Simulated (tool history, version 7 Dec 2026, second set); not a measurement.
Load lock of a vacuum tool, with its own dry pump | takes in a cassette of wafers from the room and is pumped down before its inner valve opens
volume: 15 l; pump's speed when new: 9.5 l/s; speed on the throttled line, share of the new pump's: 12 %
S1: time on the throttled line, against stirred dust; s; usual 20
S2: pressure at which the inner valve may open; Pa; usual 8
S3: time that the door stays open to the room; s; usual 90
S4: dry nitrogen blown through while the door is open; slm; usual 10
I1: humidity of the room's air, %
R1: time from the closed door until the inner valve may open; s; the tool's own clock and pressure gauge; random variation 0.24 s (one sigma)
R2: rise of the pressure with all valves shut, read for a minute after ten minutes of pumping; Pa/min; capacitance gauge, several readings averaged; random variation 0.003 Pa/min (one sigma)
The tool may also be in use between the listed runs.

{"run": 1, "hour": 0.0, "S1": 20, "S2": 8, "S3": 90, "S4": 10, "I1": 46.2, "R1": 33.1, "R2": 0.359}
{"run": 2, "hour": 177.1, "S1": 20, "S2": 8, "S3": 90, "S4": 10, "I1": 43.8, "R1": 33.6, "R2": 0.373}
{"run": 3, "hour": 435.9, "S1": 20, "S2": 8, "S3": 90, "S4": 10, "I1": 48.3, "R1": 33.5, "R2": 0.378}
{"run": 4, "hour": 617.7, "S1": 20, "S2": 16, "S3": 90, "S4": 10, "I1": 48.1, "R1": 32.6, "R2": 0.389}
{"run": 5, "hour": 896.1, "S1": 20, "S2": 16, "S3": 90, "S4": 10, "I1": 45.2, "R1": 32.3, "R2": 0.41}
{"run": 6, "hour": 1033.2, "S1": 20, "S2": 16, "S3": 90, "S4": 10, "I1": 47.3, "R1": 32.9, "R2": 0.427}
{"run": 7, "hour": 1157.6, "S1": 20, "S2": 12, "S3": 90, "S4": 10, "I1": 40.7, "R1": 33.2, "R2": 0.434}
{"run": 8, "hour": 1436.6, "S1": 20, "S2": 12, "S3": 90, "S4": 10, "I1": 44.3, "R1": 32.4, "R2": 0.46}
{"run": 9, "hour": 1580.6, "S1": 20, "S2": 8, "S3": 90, "S4": 10, "I1": 44.2, "R1": 33.3, "R2": 0.467}
{"run": 10, "hour": 1704.7, "S1": 39, "S2": 8, "S3": 90, "S4": 10, "I1": 47.1, "R1": 50.0, "R2": 0.489}
{"run": 11, "hour": 1844.3, "S1": 39, "S2": 8, "S3": 90, "S4": 10, "I1": 46.8, "R1": 50.3, "R2": 0.499}
{"hour": 2072.6, "done": "door's seal changed, seat wiped"}
{"run": 12, "hour": 2114.3, "S1": 39, "S2": 8, "S3": 90, "S4": 13, "I1": 46.8, "R1": 50.0, "R2": 0.028}
{"run": 13, "hour": 2365.8, "S1": 20, "S2": 8, "S3": 90, "S4": 10, "I1": 41.6, "R1": 33.8, "R2": 0.034}
{"run": 14, "hour": 2499.4, "S1": 20, "S2": 8, "S3": 90, "S4": 10, "I1": 46.3, "R1": 33.8, "R2": 0.045}
{"run": 15, "hour": 2654.2, "S1": 20, "S2": 8, "S3": 90, "S4": 10, "I1": 38.8, "R1": 33.8, "R2": 0.036}
{"run": 16, "hour": 2890.7, "S1": 20, "S2": 8, "S3": 90, "S4": 10, "I1": 45.7, "R1": 33.6, "R2": 0.049}
{"run": 17, "hour": 3150.8, "S1": 33, "S2": 8, "S3": 90, "S4": 10, "I1": 45.9, "R1": 44.5, "R2": 0.055}
{"run": 18, "hour": 3413.2, "S1": 26, "S2": 8, "S3": 90, "S4": 10, "I1": 47.9, "R1": 39.6, "R2": 0.064}
{"run": 19, "hour": 3553.1, "S1": 26, "S2": 8, "S3": 90, "S4": 10, "I1": 45.5, "R1": 39.0, "R2": 0.065}
{"run": 20, "hour": 3681.5, "S1": 26, "S2": 8, "S3": 90, "S4": 10, "I1": 44.1, "R1": 38.8, "R2": 0.071}
{"run": 21, "hour": 3837.1, "S1": 12, "S2": 13, "S3": 93, "S4": 5, "I1": 44.7, "R1": 25.8, "R2": 0.09}
{"run": 22, "hour": 4114.6, "S1": 12, "S2": 13, "S3": 93, "S4": 5, "I1": 45.7, "R1": 25.8, "R2": 0.095}
{"run": 23, "hour": 4242.5, "S1": 12, "S2": 13, "S3": 93, "S4": 5, "I1": 43.6, "R1": 25.8, "R2": 0.088}
{"run": 24, "hour": 4512.6, "S1": 35, "S2": 15, "S3": 65, "S4": 6, "I1": 42.6, "R1": 46.0, "R2": 0.092}
{"run": 25, "hour": 4763.5, "S1": 35, "S2": 15, "S3": 65, "S4": 6, "I1": 43.1, "R1": 46.1, "R2": 0.098}
{"run": 26, "hour": 5059.0, "S1": 20, "S2": 8, "S3": 90, "S4": 6, "I1": 46.2, "R1": 33.8, "R2": 0.126}
{"run": 27, "hour": 5276.7, "S1": 15, "S2": 8, "S3": 90, "S4": 10, "I1": 42.8, "R1": 29.9, "R2": 0.121}
{"run": 28, "hour": 5524.4, "S1": 15, "S2": 8, "S3": 90, "S4": 10, "I1": 44.8, "R1": 30.1, "R2": 0.134}
{"run": 29, "hour": 5701.3, "S1": 20, "S2": 8, "S3": 28, "S4": 24, "I1": 46.0, "R1": 34.0, "R2": 0.12}
{"run": 30, "hour": 5869.1, "S1": 14, "S2": 7, "S3": 59, "S4": 11, "I1": 44.3, "R1": 29.0, "R2": 0.149}
{"run": 31, "hour": 6142.8, "S1": 24, "S2": 13, "S3": 88, "S4": 13, "I1": 47.8, "R1": 36.7, "R2": 0.158}
{"run": 32, "hour": 6289.7, "S1": 31, "S2": 9, "S3": 70, "S4": 11, "I1": 44.3, "R1": 44.0, "R2": 0.164}
{"run": 33, "hour": 6550.7, "S1": 24, "S2": 6, "S3": 90, "S4": 10, "I1": 42.6, "R1": 38.3, "R2": 0.182}
{"run": 34, "hour": 6680.5, "S1": 17, "S2": 8, "S3": 44, "S4": 10, "I1": 43.3, "R1": 31.5, "R2": 0.182}
{"run": 35, "hour": 6863.7, "S1": 37, "S2": 12, "S3": 90, "S4": 36, "I1": 47.9, "R1": 48.1, "R2": 0.19}
{"run": 36, "hour": 7058.7, "S1": 20, "S2": 13, "S3": 226, "S4": 10, "I1": 44.2, "R1": 33.6, "R2": 0.241}

Hidden state or all else? Some run-to-run changes of R1, split into what the settings, what came in and random variation would give without the hidden state, and what is left for the hidden state (with any gauge scatter that isn't in both results):
The hidden state here: pump's speed, % of a new pump's; leak at the door's seal, Pa l/s; drift of the gauge itself on ready_s, %; drift of the gauge itself on rise_pa_min, %.
Run 9 -> 10: S1 20 -> 39. R1 +16.7 s: hidden state -0.2, all else +16.9.
Run 12 -> 13: S1 39 -> 20, S4 13 -> 10. R1 -16.2 s: hidden state +0.3, all else -16.5.
Run 23 -> 24: S1 12 -> 35, S2 13 -> 15, S3 93 -> 65, S4 5 -> 6. R1 +20.2 s: hidden state -0.2, all else +20.4.
Run 25 -> 26: S1 35 -> 20, S2 15 -> 8, S3 65 -> 90. R1 -12.3 s: hidden state +0.3, all else -12.6.
Run 34 -> 35: S1 17 -> 37, S2 8 -> 12, S3 44 -> 90, S4 10 -> 36. R1 +16.6 s: hidden state -0.3, all else +16.9.
